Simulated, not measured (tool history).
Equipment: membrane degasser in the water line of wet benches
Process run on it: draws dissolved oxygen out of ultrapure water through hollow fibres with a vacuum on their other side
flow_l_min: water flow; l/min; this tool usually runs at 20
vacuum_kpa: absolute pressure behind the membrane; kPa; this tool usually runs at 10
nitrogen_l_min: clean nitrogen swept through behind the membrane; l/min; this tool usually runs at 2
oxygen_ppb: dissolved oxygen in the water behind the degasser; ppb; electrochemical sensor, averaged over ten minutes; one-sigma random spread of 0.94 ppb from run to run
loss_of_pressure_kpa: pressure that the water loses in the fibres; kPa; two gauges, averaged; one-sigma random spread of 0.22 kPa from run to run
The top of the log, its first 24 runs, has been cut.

run,day,flow_l_min,vacuum_kpa,nitrogen_l_min,hours since the membrane was changed,hours since the vacuum gauge was calibrated,hours since the vacuum lines were made tight,oxygen_ppb,loss_of_pressure_kpa
25,91.483,32,10,1.26,3929,977,4950,382.5,88.08
26,94.567,27,20.6,1.26,4003,1051,5024,781.9,74.19
27,99.046,27,20.6,1.26,4110,1159,5132,771,73.77
28,102.221,27,20.6,1.26,4187,1235,5208,779.9,73.56
29,107.167,26,17.2,3.17,4305,1354,5327,283.6,71.52
30,109.954,18,17.3,3.17,4372,1421,5394,198.3,49.37
31,115.271,22,21,4.76,4500,1548,5521,208.9,60.29
32,120.308,22,6.4,4.76,4621,1669,5642,49.2,60.45
# day 121.917: seals of the vacuum lines changed
33,124.2,15,6.1,0.82,4712,1761,55,123.4,41.44

Here are 3 independent what-if runs from the current tool condition. What would each one return?
A,127.421,20,10,1.12,4789,1838,132,?,?
B,127.421,29,6.1,3.13,4789,1838,132,?,?
C,127.421,15,6.1,1.74,4789,1838,132,?,?

run,oxygen_ppb,loss_of_pressure_kpa
A,275.9,54.85
B,84.7,78.85
C,64.7,41.26
Stripped of hidden state, with their random variation kept, the same runs would have yielded:
run,oxygen_ppb,loss_of_pressure_kpa
A,275.8,54.81
B,84.7,78.79
C,64.7,41.23

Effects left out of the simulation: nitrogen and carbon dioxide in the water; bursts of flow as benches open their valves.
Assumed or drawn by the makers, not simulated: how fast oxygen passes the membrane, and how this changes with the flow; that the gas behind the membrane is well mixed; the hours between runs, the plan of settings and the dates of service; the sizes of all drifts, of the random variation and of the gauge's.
